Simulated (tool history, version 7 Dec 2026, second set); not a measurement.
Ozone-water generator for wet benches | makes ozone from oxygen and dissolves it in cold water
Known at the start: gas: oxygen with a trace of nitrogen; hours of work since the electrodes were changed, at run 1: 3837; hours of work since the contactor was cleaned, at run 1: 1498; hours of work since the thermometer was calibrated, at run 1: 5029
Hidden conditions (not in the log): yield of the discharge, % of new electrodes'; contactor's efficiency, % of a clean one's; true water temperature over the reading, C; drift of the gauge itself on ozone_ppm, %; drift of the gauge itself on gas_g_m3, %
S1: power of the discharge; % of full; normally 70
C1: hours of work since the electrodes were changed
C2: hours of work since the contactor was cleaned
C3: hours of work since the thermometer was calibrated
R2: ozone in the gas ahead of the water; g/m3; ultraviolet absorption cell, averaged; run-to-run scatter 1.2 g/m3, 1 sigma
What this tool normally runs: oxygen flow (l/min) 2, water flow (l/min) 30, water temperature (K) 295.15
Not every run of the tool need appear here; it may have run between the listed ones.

Run 1, day 0: usual settings; C1 3837; C2 1498; C3 5029. Result: dissolved ozone (ppm) 5.5, R2 181.1 g/m3.
At day 3.283: water thermometer calibrated.
Run 2, day 7.058: usual settings; C1 3985; C2 1646; C3 79. Result: dissolved ozone (ppm) 5.6, R2 178.6 g/m3.
Run 3, day 10.842: usual settings; C1 4064; C2 1725; C3 159. Result: dissolved ozone (ppm) 5.3, R2 178.7 g/m3.
Run 4, day 16.025: usual settings; C1 4173; C2 1834; C3 268. Result: dissolved ozone (ppm) 5.6, R2 177.5 g/m3.
Run 5, day 23.321: usual settings; C1 4326; C2 1987; C3 421. Result: dissolved ozone (ppm) 5.5, R2 175 g/m3.
Run 6, day 29.954: usual settings but water flow (l/min) 23; C1 4466; C2 2127; C3 560. Result: dissolved ozone (ppm) 6.9, R2 173.2 g/m3.
Run 7, day 35.221: usual settings but water temperature (K) 298.15; C1 4576; C2 2237; C3 671. Result: dissolved ozone (ppm) 5.2, R2 174.4 g/m3.
Run 8, day 38.304: usual settings but water temperature (K) 298.15; C1 4641; C2 2302; C3 736. Result: dissolved ozone (ppm) 5.4, R2 173.2 g/m3.
Run 9, day 42.158: usual settings but water flow (l/min) 24; C1 4722; C2 2383; C3 817. Result: dissolved ozone (ppm) 6.8, R2 173.3 g/m3.
Run 10, day 46.917: usual settings but water flow (l/min) 24; C1 4822; C2 2483; C3 917. Result: dissolved ozone (ppm) 6.4, R2 170.5 g/m3.
Run 11, day 51.742: usual settings but water flow (l/min) 21; C1 4923; C2 2584; C3 1018. Result: dissolved ozone (ppm) 7.4, R2 169.4 g/m3.
Run 12, day 55.371: usual settings but water flow (l/min) 21; C1 5000; C2 2661; C3 1094. Result: dissolved ozone (ppm) 7.3, R2 170.6 g/m3.
Run 13, day 60.496: usual settings but S1 43 % of full; C1 5107; C2 2768; C3 1202. Result: dissolved ozone (ppm) 4, R2 132 g/m3.
At day 62.554: contactor cleaned.
Run 14, day 63.65: usual settings but S1 43 % of full; C1 5170; C2 23; C3 1265. Result: dissolved ozone (ppm) 4.2, R2 132.6 g/m3.
Run 15, day 68.246: usual settings but S1 43 % of full; C1 5267; C2 120; C3 1361. Result: dissolved ozone (ppm) 4.4, R2 129.9 g/m3.
Run 16, day 73.492: usual settings but S1 43 % of full; C1 5377; C2 230; C3 1472. Result: dissolved ozone (ppm) 4.2, R2 130.6 g/m3.
Run 17, day 78.838: usual settings but S1 43 % of full; C1 5489; C2 342; C3 1584. Result: dissolved ozone (ppm) 4.1, R2 130.9 g/m3.
Run 18, day 84.329: usual settings but S1 43 % of full; C1 5604; C2 457; C3 1699. Result: dissolved ozone (ppm) 4.1, R2 130.9 g/m3.
Run 19, day 88.233: usual settings but S1 43 % of full; C1 5686; C2 540; C3 1781. Result: dissolved ozone (ppm) 4, R2 128.3 g/m3.
Run 20, day 91.804: usual settings but S1 43 % of full; C1 5761; C2 615; C3 1856. Result: dissolved ozone (ppm) 4.1, R2 129.4 g/m3.
Run 21, day 95.271: usual settings but S1 79 % of full, oxygen flow (l/min) 1.33, water flow (l/min) 36; C1 5834; C2 687; C3 1929. Result: dissolved ozone (ppm) 4, R2 214.8 g/m3.
Run 22, day 98.267: usual settings but S1 92 % of full, oxygen flow (l/min) 2.22, water flow (l/min) 36, water temperature (K) 303.15; C1 5897; C2 750; C3 1992. Result: dissolved ozone (ppm) 4.7, R2 178.3 g/m3.
Run 23, day 102.746: usual settings but S1 92 % of full, oxygen flow (l/min) 1.14, water flow (l/min) 36, water temperature (K) 303.15; C1 5991; C2 844; C3 2086. Result: dissolved ozone (ppm) 3.8, R2 248.6 g/m3.
Run 24, day 109.275: usual settings but S1 92 % of full, oxygen flow (l/min) 1.14, water flow (l/min) 36, water temperature (K) 303.15; C1 6128; C2 982; C3 2223. Result: dissolved ozone (ppm) 3.7, R2 249.1 g/m3.
Run 25, day 116.112: usual settings but S1 92 % of full, oxygen flow (l/min) 1.14, water flow (l/min) 36, water temperature (K) 303.15; C1 6272; C2 1125; C3 2367. Result: dissolved ozone (ppm) 3.7, R2 244.9 g/m3.
At day 117.008: electrodes of the discharge changed.
Run 26, day 122.862: usual settings but S1 92 % of full, oxygen flow (l/min) 1.63, water flow (l/min) 36, water temperature (K) 293.15; C1 123; C2 1262; C3 2503. Result: dissolved ozone (ppm) 6.1, R2 277.3 g/m3.
Run 27, day 127.092: usual settings but S1 92 % of full, oxygen flow (l/min) 1.63, water flow (l/min) 31, water temperature (K) 293.15; C1 212; C2 1351; C3 2592. Result: dissolved ozone (ppm) 7, R2 275.1 g/m3.
Run 28, day 134.158: usual settings but S1 92 % of full, oxygen flow (l/min) 1.63, water flow (l/min) 31, water temperature (K) 293.15; C1 360; C2 1499; C3 2741. Result: dissolved ozone (ppm) 7, R2 273.3 g/m3.
Run 29, day 137.275: usual settings but S1 41 % of full, oxygen flow (l/min) 1.63, water flow (l/min) 47, water temperature (K) 293.15; C1 426; C2 1565; C3 2806. Result: dissolved ozone (ppm) 2.7, R2 162.8 g/m3.
Run 30, day 141.171: usual settings but S1 53 % of full, oxygen flow (l/min) 2.02, water flow (l/min) 23; C1 508; C2 1646; C3 2888. Result: dissolved ozone (ppm) 7, R2 172.4 g/m3.
Run 31, day 146.738: usual settings but water flow (l/min) 26; C1 625; C2 1763; C3 3005. Result: dissolved ozone (ppm) 7.4, R2 204.7 g/m3.
Run 32, day 149.85: usual settings but S1 71 % of full, oxygen flow (l/min) 1.49, water flow (l/min) 26; C1 690; C2 1829; C3 3070. Result: dissolved ozone (ppm) 6.8, R2 242.5 g/m3.

Hidden state at the last listed run before each entry between runs and at the first one after, where it differs:
Run 1 -> run 2: water thermometer calibrated (day 3.283)
  yield of the discharge, % of new electrodes': 85.7 -> 85.1; contactor's efficiency, % of a clean one's: 92.2 -> 91.5; true water temperature over the reading, C: 0.47 -> -0.09
  measured result minus the result with no hidden state, dissolved ozone (ppm): -1.3 -> -1.4; R2: -30.2 -> -31.3 g/m3
Run 13 -> run 14: contactor cleaned (day 62.554)
  yield of the discharge, % of new electrodes': 80.9 -> 80.6; contactor's efficiency, % of a clean one's: 86.3 -> 99.8
  measured result minus the result with no hidden state, dissolved ozone (ppm): -1.1 -> -0.7; R2: -21.7 -> -22.2 g/m3
Run 25 -> run 26: electrodes of the discharge changed (day 117.008)
  yield of the discharge, % of new electrodes': 76.4 -> 99.6; contactor's efficiency, % of a clean one's: 94.6 -> 93.9; true water temperature over the reading, C: 0.15 -> 0.16
  measured result minus the result with no hidden state, dissolved ozone (ppm): -1.6 -> -0.3; R2: -88.7 -> -1.2 g/m3
